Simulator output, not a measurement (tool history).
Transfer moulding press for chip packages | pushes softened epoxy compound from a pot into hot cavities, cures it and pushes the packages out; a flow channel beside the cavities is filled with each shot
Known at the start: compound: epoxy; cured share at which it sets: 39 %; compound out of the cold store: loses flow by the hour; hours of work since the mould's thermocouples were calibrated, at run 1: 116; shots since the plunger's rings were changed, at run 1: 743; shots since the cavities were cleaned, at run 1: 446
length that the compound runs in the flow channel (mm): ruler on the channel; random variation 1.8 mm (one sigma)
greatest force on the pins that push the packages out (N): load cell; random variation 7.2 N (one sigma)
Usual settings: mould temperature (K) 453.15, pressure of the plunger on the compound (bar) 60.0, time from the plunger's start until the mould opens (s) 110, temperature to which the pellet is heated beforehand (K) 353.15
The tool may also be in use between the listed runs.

run   hour  mould temperature (K)  pressure of the plunger on the compound (bar)  time from the plunger's start until the mould opens (s)  temperature to which the pellet is heated beforehand (K)  hours of work since the mould's thermocouples were calibrated  shots since the plunger's rings were changed  shots since the cavities were cleaned  incoming compound's hours out of the cold store  length that the compound runs in the flow channel (mm)  greatest force on the pins that push the packages out (N)
  1    0.0                 453.15                                           60.0                                                      110                                                    353.15                                                            116                                           743                                    446                                             14.6                                                     918                                                        433
  2    9.0                 453.15                                           60.0                                                      110                                                    353.15                                                            122                                           844                                    547                                              8.5                                                     940                                                        458
      20.3  -- cavities cleaned with cleaning compound and waxed
  3   22.4                 453.15                                           60.0                                                      110                                                    353.15                                                            130                                           978                                     23                                             43.4                                                     832                                                        280
  4   29.0                 453.15                                           60.0                                                      110                                                    353.15                                                            135                                          1053                                     98                                             21.1                                                     896                                                        333
  5   39.5                 453.15                                           60.0                                                      110                                                    355.15                                                            142                                          1170                                    215                                             47.9                                                     815                                                        359
  6   49.5                 460.15                                           60.0                                                      110                                                    353.15                                                            150                                          1283                                    328                                             46.4                                                     798                                                        314
  7   60.6                 453.15                                           60.0                                                      110                                                    353.15                                                            157                                          1407                                    452                                             18.7                                                     904                                                        439
  8   70.9                 453.15                                           60.0                                                      110                                                    353.15                                                            165                                          1524                                    569                                             16.9                                                     910                                                        467
      80.2  -- cavities cleaned with cleaning compound and waxed
  9   82.6                 453.15                                           60.0                                                      110                                                    356.15                                                            172                                          1638                                     27                                             38.9                                                     839                                                        318
 10   94.6                 453.15                                           60.0                                                      110                                                    356.15                                                            181                                          1773                                    162                                             38.7                                                     840                                                        350
 11  104.1                 453.15                                           60.0                                                      110                                                    353.15                                                            187                                          1880                                    269                                             42.0                                                     831                                                        358
 12  110.5                 453.15                                           60.0                                                      110                                                    353.15                                                            192                                          1952                                    341                                             13.9                                                     914                                                        406
 13  119.8                 453.15                                           60.0                                                      110                                                    353.15                                                            198                                          2057                                    446                                             37.0                                                     843                                                        390
 14  130.9                 453.15                                           60.0                                                      110                                                    353.15                                                            206                                          2182                                    571                                             40.4                                                     832                                                        441
     140.3  -- cavities cleaned with cleaning compound and waxed
 15  140.5                 446.15                                           70.0                                                      132                                                    347.15                                                            212                                          2273                                      2                                             37.9                                                     932                                                        337
 16  149.1                 455.15                                           48.1                                                       91                                                    344.15                                                            218                                          2370                                     99                                             15.9                                                     800                                                        399
 17  158.9                 455.15                                           56.6                                                      110                                                    352.15                                                            225                                          2480                                    209                                             28.6                                                     830                                                        349
 18  170.7                 454.15                                           48.2                                                      110                                                    352.15                                                            233                                          2613                                    342                                             11.9                                                     816                                                        382
 19  179.4                 460.15                                           63.0                                                      110                                                    360.15                                                            240                                          2711                                    440                                             43.3                                                     818                                                        336
 20  191.1                 460.15                                           63.0                                                      110                                                    360.15                                                            248                                          2843                                    572                                             36.8                                                     836                                                        364
     199.9  -- cavities cleaned with cleaning compound and waxed
 21  201.8                 460.15                                           50.9                                                      148                                                    360.15                                                            254                                          2946                                     22                                             23.3                                                     787                                                        250
 22  209.9                 453.15                                           59.5                                                      145                                                    353.15                                                            260                                          3037                                    113                                             36.7                                                     834                                                        268
 23  217.3                 453.15                                           59.5                                                      145                                                    353.15                                                            265                                          3120                                    196                                             46.6                                                     805                                                        282
 24  227.6                 453.15                                           52.7                                                      110                                                    354.15                                                            273                                          3237                                    313                                             44.4                                                     764                                                        379
 25  233.6                 455.15                                           46.2                                                      131                                                    348.15                                                            277                                          3303                                    379                                             16.5                                                     778                                                        327
 26  240.7                 457.15                                           47.5                                                      146                                                    362.15                                                            282                                          3384                                    460                                             45.4                                                     707                                                        335
 27  252.7                 453.15                                           49.0                                                      110                                                    353.15                                                            291                                          3518                                    594                                             36.5                                                     757                                                        427
     259.5  -- cavities cleaned with cleaning compound and waxed
 28  265.1                 453.15                                           49.0                                                      110                                                    353.15                                                            298                                          3641                                     62                                             11.8                                                     819                                                        311

Some steps in length that the compound runs in the flow channel (mm) between neighbouring runs. How much of each would the tool show without its hidden state too (settings, what came in, random variation), and how much is left for the hidden state, with any gauge scatter that isn't in both results?
The hidden state here: true mould temperature over the reading, C; pressure that reaches the compound, % of what is set; grip of the stained cavities, % over clean ones'; drift of the gauge itself on flow_mm, %; drift of the gauge itself on push_out_n, %.
Run 2 -> 3: cavities cleaned with cleaning compound and waxed. length that the compound runs in the flow channel (mm) -108: hidden state -1, all else -107.
Run 15 -> 16: mould temperature (K) 446.15 -> 455.15, pressure of the plunger on the compound (bar) 70.0 -> 48.1, time from the plunger's start until the mould opens (s) 132 -> 91, temperature to which the pellet is heated beforehand (K) 347.15 -> 344.15. length that the compound runs in the flow channel (mm) -132: hidden state +3, all else -135.
Run 26 -> 27: mould temperature (K) 457.15 -> 453.15, pressure of the plunger on the compound (bar) 47.5 -> 49.0, time from the plunger's start until the mould opens (s) 146 -> 110, temperature to which the pellet is heated beforehand (K) 362.15 -> 353.15. length that the compound runs in the flow channel (mm) +50: hidden state -3, all else +53.
